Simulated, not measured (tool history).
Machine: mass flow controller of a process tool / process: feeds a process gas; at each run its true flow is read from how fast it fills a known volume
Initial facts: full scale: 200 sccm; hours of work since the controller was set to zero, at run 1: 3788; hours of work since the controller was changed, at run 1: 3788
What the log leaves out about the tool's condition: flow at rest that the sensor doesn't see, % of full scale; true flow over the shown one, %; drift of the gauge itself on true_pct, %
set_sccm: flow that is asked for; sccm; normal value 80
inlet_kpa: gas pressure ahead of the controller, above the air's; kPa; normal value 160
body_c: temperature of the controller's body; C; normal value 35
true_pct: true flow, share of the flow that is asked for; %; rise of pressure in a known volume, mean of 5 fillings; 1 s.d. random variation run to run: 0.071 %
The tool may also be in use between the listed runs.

| run | day | set_sccm | inlet_kpa | body_c | hours of work since the controller was set to zero | hours of work since the controller was changed | true_pct |
|---|---|---|---|---|---|---|---|
| 1 | 0.000 | 80 | 160 | 35 | 3788 | 3788 | 102.29 |
| 2 | 2.404 | 28 | 160 | 35 | 3817 | 3817 | 101.11 |
| 3 | 4.121 | 28 | 160 | 35 | 3838 | 3838 | 101.12 |
| 4 | 7.017 | 28 | 160 | 35 | 3874 | 3874 | 101.27 |
| 5 | 9.029 | 25 | 160 | 35 | 3898 | 3898 | 100.87 |
| 6 | 11.625 | 80 | 160 | 35 | 3930 | 3930 | 102.22 |
| 7 | 14.233 | 80 | 160 | 33 | 3962 | 3962 | 102.16 |
| 8 | 17.188 | 80 | 216 | 33 | 3998 | 3998 | 102.07 |
| 9 | 19.500 | 80 | 216 | 33 | 4027 | 4027 | 102.14 |
| 10 | 23.050 | 80 | 216 | 33 | 4070 | 4070 | 102.11 |
| 11 | 25.158 | 80 | 216 | 33 | 4096 | 4096 | 102.13 |
| 12 | 28.542 | 80 | 216 | 33 | 4138 | 4138 | 101.96 |
| 13 | 32.108 | 37 | 160 | 31 | 4181 | 4181 | 101.39 |
| 14 | 35.425 | 130 | 191 | 26 | 4222 | 4222 | 102.19 |
| 15 | 37.950 | 130 | 191 | 26 | 4253 | 4253 | 102.47 |
| 16 | 41.671 | 130 | 141 | 26 | 4298 | 4298 | 102.55 |
| 17 | 45.675 | 80 | 160 | 32 | 4348 | 4348 | 102.36 |
| 18 | 49.529 | 153 | 207 | 32 | 4395 | 4395 | 102.86 |
| 19 | 52.667 | 153 | 207 | 32 | 4433 | 4433 | 102.93 |
| 20 | 56.767 | 153 | 207 | 32 | 4484 | 4484 | 102.86 |
| 21 | 60.229 | 80 | 199 | 25 | 4526 | 4526 | 101.88 |

A few steps of true_pct between consecutive runs. Split each: what settings, incoming material and random variation would produce without the hidden state, and what is left over for the hidden state, along with gauge scatter present in only one of the two compared results (measured, and without hidden state):
Run 1 -> 2: set_sccm 80 -> 28. true_pct -1.18 %: hidden state -0.91, all else -0.27.
Run 5 -> 6: set_sccm 25 -> 80. true_pct +1.35 %: hidden state +1.12, all else +0.23.
